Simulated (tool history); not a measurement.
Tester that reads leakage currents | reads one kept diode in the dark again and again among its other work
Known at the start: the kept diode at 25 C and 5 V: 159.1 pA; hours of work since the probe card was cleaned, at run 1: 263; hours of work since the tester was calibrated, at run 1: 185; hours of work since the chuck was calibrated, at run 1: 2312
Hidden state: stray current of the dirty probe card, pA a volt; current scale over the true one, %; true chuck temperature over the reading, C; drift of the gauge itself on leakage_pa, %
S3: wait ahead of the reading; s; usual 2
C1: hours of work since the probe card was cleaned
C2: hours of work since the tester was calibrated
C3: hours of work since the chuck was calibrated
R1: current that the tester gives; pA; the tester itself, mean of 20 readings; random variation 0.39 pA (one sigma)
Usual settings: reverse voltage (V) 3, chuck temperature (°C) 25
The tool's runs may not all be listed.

run 1 hour=0 | reverse_voltage_(V)=3 chuck_temperature_(°C)=25 S3=2 | C1=263 C2=185 C3=2312 | R1=154.03
run 2 hour=27.9 | reverse_voltage_(V)=3 chuck_temperature_(°C)=25 S3=2 | C1=280 C2=202 C3=2329 | R1=154.9
run 3 hour=56.1 | reverse_voltage_(V)=3 chuck_temperature_(°C)=25 S3=2 | C1=297 C2=220 C3=2346 | R1=154.17
run 4 hour=69.1 | reverse_voltage_(V)=3 chuck_temperature_(°C)=25 S3=2 | C1=305 C2=227 C3=2354 | R1=154.84
run 5 hour=82.3 | reverse_voltage_(V)=3 chuck_temperature_(°C)=25 S3=2 | C1=313 C2=236 C3=2362 | R1=153.85
-- hour=90.5 chuck's temperature calibrated
run 6 hour=109.9 | reverse_voltage_(V)=3 chuck_temperature_(°C)=25 S3=2 | C1=329 C2=251 C3=12 | R1=131.26
run 7 hour=135.3 | reverse_voltage_(V)=3 chuck_temperature_(°C)=25 S3=2 | C1=345 C2=267 C3=27 | R1=130.54
-- hour=141.2 probe card cleaned and baked
run 8 hour=152.4 | reverse_voltage_(V)=3 chuck_temperature_(°C)=25 S3=2 | C1=7 C2=275 C3=36 | R1=130.86
run 9 hour=173.5 | reverse_voltage_(V)=3 chuck_temperature_(°C)=25 S3=2 | C1=20 C2=288 C3=49 | R1=131.31
run 10 hour=197.5 | reverse_voltage_(V)=3 chuck_temperature_(°C)=25 S3=2 | C1=35 C2=303 C3=64 | R1=131.75
run 11 hour=212.1 | reverse_voltage_(V)=3 chuck_temperature_(°C)=21 S3=2 | C1=43 C2=312 C3=73 | R1=92.84
-- hour=217.7 probe card cleaned and baked, once more
run 12 hour=237.6 | reverse_voltage_(V)=9.11 chuck_temperature_(°C)=55 S3=2 | C1=12 C2=326 C3=86 | R1=2201.85
run 13 hour=258.2 | reverse_voltage_(V)=2.2 chuck_temperature_(°C)=35 S3=0.43 | C1=25 C2=338 C3=99 | R1=271.26
run 14 hour=284.4 | reverse_voltage_(V)=2.2 chuck_temperature_(°C)=35 S3=0.43 | C1=41 C2=355 C3=115 | R1=271.89
run 15 hour=306.9 | reverse_voltage_(V)=2.2 chuck_temperature_(°C)=35 S3=0.43 | C1=55 C2=368 C3=129 | R1=271.92
run 16 hour=323.4 | reverse_voltage_(V)=2.2 chuck_temperature_(°C)=35 S3=0.43 | C1=65 C2=378 C3=139 | R1=272.76
run 17 hour=340.9 | reverse_voltage_(V)=1.24 chuck_temperature_(°C)=25 S3=2 | C1=76 C2=389 C3=150 | R1=92.37
run 18 hour=369.9 | reverse_voltage_(V)=1.24 chuck_temperature_(°C)=25 S3=2 | C1=93 C2=407 C3=168 | R1=92.84
run 19 hour=386.8 | reverse_voltage_(V)=3.06 chuck_temperature_(°C)=31 S3=0.71 | C1=104 C2=417 C3=178 | R1=221.82
run 20 hour=416.2 | reverse_voltage_(V)=5.24 chuck_temperature_(°C)=44 S3=5.51 | C1=122 C2=435 C3=196 | R1=782.3
run 21 hour=429.4 | reverse_voltage_(V)=3 chuck_temperature_(°C)=25 S3=0.66 | C1=130 C2=443 C3=204 | R1=133.34

3 ways to go on from here, each from the tool as it stands after run 21. What would each give?
run A hour=456.5 | reverse_voltage_(V)=10.97 chuck_temperature_(°C)=22 S3=1.72 | C1=146 C2=460 C3=221 | R1=?
run B hour=456.5 | reverse_voltage_(V)=1.99 chuck_temperature_(°C)=25 S3=0.92 | C1=146 C2=460 C3=221 | R1=?
run C hour=456.5 | reverse_voltage_(V)=3.33 chuck_temperature_(°C)=27 S3=0.7 | C1=146 C2=460 C3=221 | R1=?

run=A R1=172.08
run=B R1=112.59
run=C R1=165.93
Without the tool's hidden state the same runs would have given:
run=A R1=168.77
run=B R1=110.73
run=C R1=163.2
